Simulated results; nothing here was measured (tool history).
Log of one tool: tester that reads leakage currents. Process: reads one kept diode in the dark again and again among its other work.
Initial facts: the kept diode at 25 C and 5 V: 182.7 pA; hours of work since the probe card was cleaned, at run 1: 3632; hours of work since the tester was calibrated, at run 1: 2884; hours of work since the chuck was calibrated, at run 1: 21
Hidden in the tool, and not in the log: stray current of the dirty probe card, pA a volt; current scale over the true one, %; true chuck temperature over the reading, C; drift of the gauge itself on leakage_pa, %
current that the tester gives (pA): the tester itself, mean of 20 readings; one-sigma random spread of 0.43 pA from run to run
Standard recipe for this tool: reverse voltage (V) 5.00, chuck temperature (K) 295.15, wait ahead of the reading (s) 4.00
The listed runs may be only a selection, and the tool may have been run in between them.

run    hour  reverse voltage (V)  chuck temperature (K)  wait ahead of the reading (s)  hours of work since the probe card was cleaned  hours of work since the tester was calibrated  hours of work since the chuck was calibrated  current that the tester gives (pA)
  1     0.0                 5.00                 295.15                           4.00                                            3632                                           2884                                            21                              156.08
  2   136.9                 5.00                 295.15                           2.48                                            3701                                           2952                                            89                              157.86
      196.8  -- probe card cleaned and baked
  3   219.7                16.41                 295.15                           4.00                                              11                                           2992                                           129                              256.50
  4   372.5                16.41                 295.15                           4.00                                              88                                           3068                                           205                              257.67
  5   449.5                 5.00                 330.15                           4.00                                             126                                           3106                                           243                             2157.46
  6   545.6                 5.00                 295.15                           4.00                                             174                                           3154                                           291                              146.43
  7   629.6                 5.00                 295.15                           4.00                                             216                                           3196                                           333                              147.31
  8   745.9                 5.00                 295.15                           4.00                                             274                                           3254                                           391                              147.49
  9   907.4                 5.00                 295.15                           3.19                                             354                                           3334                                           472                              149.29
 10  1023.9                 5.00                 296.15                           3.19                                             412                                           3392                                           530                              163.34
 11  1170.4                 5.00                 296.15                           3.19                                             485                                           3465                                           603                              164.05
 12  1272.5                 5.00                 296.15                           3.19                                             536                                           3516                                           654                              164.56
 13  1455.3                 5.00                 314.15                           4.00                                             627                                           3607                                           745                              696.99
 14  1613.4                 5.00                 314.15                           4.00                                             706                                           3686                                           823                              696.68
 15  1786.9                 5.00                 314.15                           4.00                                             792                                           3773                                           910                              703.34
 16  1883.2                 1.93                 295.15                           4.00                                             840                                           3821                                           958                               97.46
 17  2038.0                 5.00                 295.15                           3.40                                             918                                           3898                                          1035                              154.83
 18  2117.3                 5.00                 295.15                           3.40                                             957                                           3937                                          1075                              155.37
 19  2276.6                 5.00                 295.15                           3.40                                            1036                                           4017                                          1154                              155.68
 20  2365.9                 5.00                 295.15                           4.62                                            1081                                           4061                                          1198                              156.13

The next listed run, before its measurement:
 21  2449.7                 2.30                 295.15                           1.72                                            1123                                           4103                                          1240                                   ?

current that the tester gives (pA): 108.31
Take away the tool's hidden state, keep the run-to-run variation as it was, and the same run would have given current that the tester gives (pA) 98.27.

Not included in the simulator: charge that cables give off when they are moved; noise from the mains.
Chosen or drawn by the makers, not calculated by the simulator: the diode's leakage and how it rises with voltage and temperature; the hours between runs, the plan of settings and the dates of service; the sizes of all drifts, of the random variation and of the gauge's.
